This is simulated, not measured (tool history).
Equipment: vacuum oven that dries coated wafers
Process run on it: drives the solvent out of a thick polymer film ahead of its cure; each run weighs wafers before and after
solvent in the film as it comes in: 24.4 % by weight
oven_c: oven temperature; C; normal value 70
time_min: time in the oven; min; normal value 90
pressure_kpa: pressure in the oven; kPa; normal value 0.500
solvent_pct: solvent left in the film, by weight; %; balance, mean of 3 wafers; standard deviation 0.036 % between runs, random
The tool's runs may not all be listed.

Run 1, hour 0.0: usual settings. Result: solvent_pct 2.31 %.
Run 2, hour 29.6: usual settings. Result: solvent_pct 2.26 %.
Run 3, hour 62.5: usual settings. Result: solvent_pct 2.35 %.
Run 4, hour 95.5: usual settings. Result: solvent_pct 2.27 %.
Run 5, hour 124.1: usual settings but time_min 107 min. Result: solvent_pct 1.65 %.
Run 6, hour 144.7: usual settings but time_min 107 min. Result: solvent_pct 1.59 %.
Run 7, hour 174.9: usual settings but time_min 107 min. Result: solvent_pct 1.58 %.
Run 8, hour 209.1: usual settings. Result: solvent_pct 2.31 %.
Run 9, hour 239.6: usual settings. Result: solvent_pct 2.30 %.
Run 10, hour 266.2: usual settings but time_min 131 min. Result: solvent_pct 1.00 %.
Run 11, hour 283.6: usual settings but time_min 108 min. Result: solvent_pct 1.60 %.
Run 12, hour 304.8: usual settings but time_min 108 min. Result: solvent_pct 1.55 %.
Run 13, hour 327.5: usual settings but time_min 79 min. Result: solvent_pct 2.93 %.
Run 14, hour 349.1: usual settings but oven_c 60 C. Result: solvent_pct 6.83 %.
Run 15, hour 377.9: usual settings but oven_c 74 C, time_min 148 min. Result: solvent_pct 0.44 %.
Run 16, hour 393.6: usual settings but oven_c 56 C, time_min 114 min. Result: solvent_pct 7.25 %.
Run 17, hour 424.8: usual settings but oven_c 56 C, time_min 149 min, pressure_kpa 1.120 kPa. Result: solvent_pct 5.84 %.
At hour 428.0: vacuum gauge cleaned of residue and calibrated.
Run 18, hour 455.5: usual settings but oven_c 56 C, time_min 149 min, pressure_kpa 1.120 kPa. Result: solvent_pct 5.79 %.
Run 19, hour 475.2: usual settings but time_min 50 min, pressure_kpa 1.934 kPa. Result: solvent_pct 6.26 %.
At hour 501.3: vacuum gauge cleaned of residue and calibrated, once more.
Run 20, hour 504.3: usual settings but time_min 50 min, pressure_kpa 1.934 kPa. Result: solvent_pct 6.06 %.
Run 21, hour 524.9: usual settings but oven_c 57 C, time_min 57 min, pressure_kpa 0.954 kPa. Result: solvent_pct 11.51 %.
Run 22, hour 543.2: usual settings but oven_c 57 C, time_min 76 min, pressure_kpa 0.954 kPa. Result: solvent_pct 9.57 %.
Run 23, hour 576.8: usual settings but oven_c 76 C, time_min 76 min, pressure_kpa 0.954 kPa. Result: solvent_pct 1.23 %.
Run 24, hour 596.6: usual settings but oven_c 68 C, time_min 118 min, pressure_kpa 0.971 kPa. Result: solvent_pct 1.79 %.
Run 25, hour 621.9: usual settings but oven_c 68 C, time_min 118 min, pressure_kpa 0.971 kPa. Result: solvent_pct 1.79 %.
Run 26, hour 638.7: usual settings but pressure_kpa 1.247 kPa. Result: solvent_pct 2.36 %.
Run 27, hour 671.7: usual settings but time_min 119 min, pressure_kpa 1.156 kPa. Result: solvent_pct 1.36 %.
Run 28, hour 686.7: usual settings but time_min 104 min, pressure_kpa 0.328 kPa. Result: solvent_pct 1.41 %.

Here are 5 independent what-if runs from the current tool condition. What would each one return?
Run A, hour 711.5: usual settings but oven_c 58 C, time_min 71 min, pressure_kpa 1.450 kPa. Result: solvent_pct ?.
Run B, hour 711.5: usual settings but oven_c 65 C, time_min 81 min, pressure_kpa 1.352 kPa. Result: solvent_pct ?.
Run C, hour 711.5: usual settings but oven_c 61 C, pressure_kpa 0.324 kPa. Result: solvent_pct ?.
Run D, hour 711.5: usual settings but oven_c 71 C, time_min 104 min, pressure_kpa 0.328 kPa. Result: solvent_pct ?.
Run E, hour 711.5: usual settings but time_min 106 min, pressure_kpa 1.633 kPa. Result: solvent_pct ?.

run  solvent_pct
  A         9.65
  B         4.97
  C         5.84
  D         1.21
  E         1.91
Without the tool's hidden state the same runs would have given:
run  solvent_pct
  A        10.31
  B         5.57
  C         6.49
  D         1.48
  E         2.23
